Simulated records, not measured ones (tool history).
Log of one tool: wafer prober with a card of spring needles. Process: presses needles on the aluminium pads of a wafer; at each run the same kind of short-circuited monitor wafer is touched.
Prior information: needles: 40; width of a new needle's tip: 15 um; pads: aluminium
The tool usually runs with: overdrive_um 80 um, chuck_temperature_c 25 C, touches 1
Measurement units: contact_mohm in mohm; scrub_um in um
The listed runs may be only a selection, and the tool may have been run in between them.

run,day,overdrive_um,chuck_temperature_c,touches,contact_mohm,scrub_um
1,0.000,80,25,1,305,16.97
# day 0.175: tips cleaned on abrasive film
2,0.329,80,25,1,263,16.85
3,0.717,80,25,1,299,16.90
4,1.062,80,25,1,312,16.88
# day 1.146: tips cleaned on abrasive film
5,1.417,74,25,1,291,15.54
6,1.808,80,25,1,308,16.89
# day 2.133: tips cleaned on abrasive film
7,2.133,80,25,1,227,16.88
8,2.321,80,25,2,254,16.88
9,2.492,80,25,1,290,16.83
10,2.662,80,25,1,301,16.87
11,3.012,80,25,1,305,16.78
# day 3.058: height of the first contact set anew
# day 3.112: tips cleaned on abrasive film
12,3.292,80,25,1,273,16.70
13,3.542,80,25,1,293,16.66
14,3.788,80,25,1,300,16.69
15,3.967,92,25,1,287,19.21
# day 4.088: tips cleaned on abrasive film
16,4.271,92,25,1,258,19.13
17,4.583,92,25,1,281,19.22
18,4.825,80,25,2,270,16.62
# day 4.942: height of the first contact set anew, once more
# day 5.071: tips cleaned on abrasive film
19,5.192,80,25,2,245,17.05
20,5.425,80,42,3,246,17.10
21,5.646,80,42,3,253,17.02
22,6.025,94,42,2,263,20.03
# day 6.050: tips cleaned on abrasive film
23,6.308,94,42,2,255,20.08
24,6.579,94,42,2,255,19.99
25,6.754,72,30,3,256,15.36
# day 7.025: tips cleaned on abrasive film
26,7.038,72,30,3,230,15.34
27,7.392,70,47,1,313,14.96
28,7.612,72,86,1,322,15.30
29,7.892,72,86,1,322,15.35
# day 8.025: tips cleaned on abrasive film
30,8.204,70,27,1,283,14.80
31,8.479,80,29,1,299,16.99
32,8.742,98,29,2,257,20.82
# day 9.000: tips cleaned on abrasive film
33,9.121,98,29,2,238,20.84
34,9.362,98,32,2,253,20.72
35,9.571,98,32,2,257,20.79

For some of the steps in contact_mohm from one run to the next: how much would appear even if the tool had no hidden state, given the settings, what came in and random variation, and how much remains for the hidden state plus any gauge scatter that the measured result and the result without hidden state don't share?
Unlogged tool condition in this case: debris on the tips, nm; way that the needles fall short of the set height, um; tips' diameter, um; drift of the gauge itself on contact_mohm, %; drift of the gauge itself on scrub_um, %.
Run 1 -> 2: tips cleaned on abrasive film. contact_mohm -42 mohm: hidden state -40, all else -2.
Run 6 -> 7: tips cleaned on abrasive film. contact_mohm -81 mohm: hidden state -77, all else -4.
Run 26 -> 27: overdrive_um 72 -> 70, chuck_temperature_c 30 -> 47, touches 3 -> 1. contact_mohm +83 mohm: hidden state +81, all else +2.

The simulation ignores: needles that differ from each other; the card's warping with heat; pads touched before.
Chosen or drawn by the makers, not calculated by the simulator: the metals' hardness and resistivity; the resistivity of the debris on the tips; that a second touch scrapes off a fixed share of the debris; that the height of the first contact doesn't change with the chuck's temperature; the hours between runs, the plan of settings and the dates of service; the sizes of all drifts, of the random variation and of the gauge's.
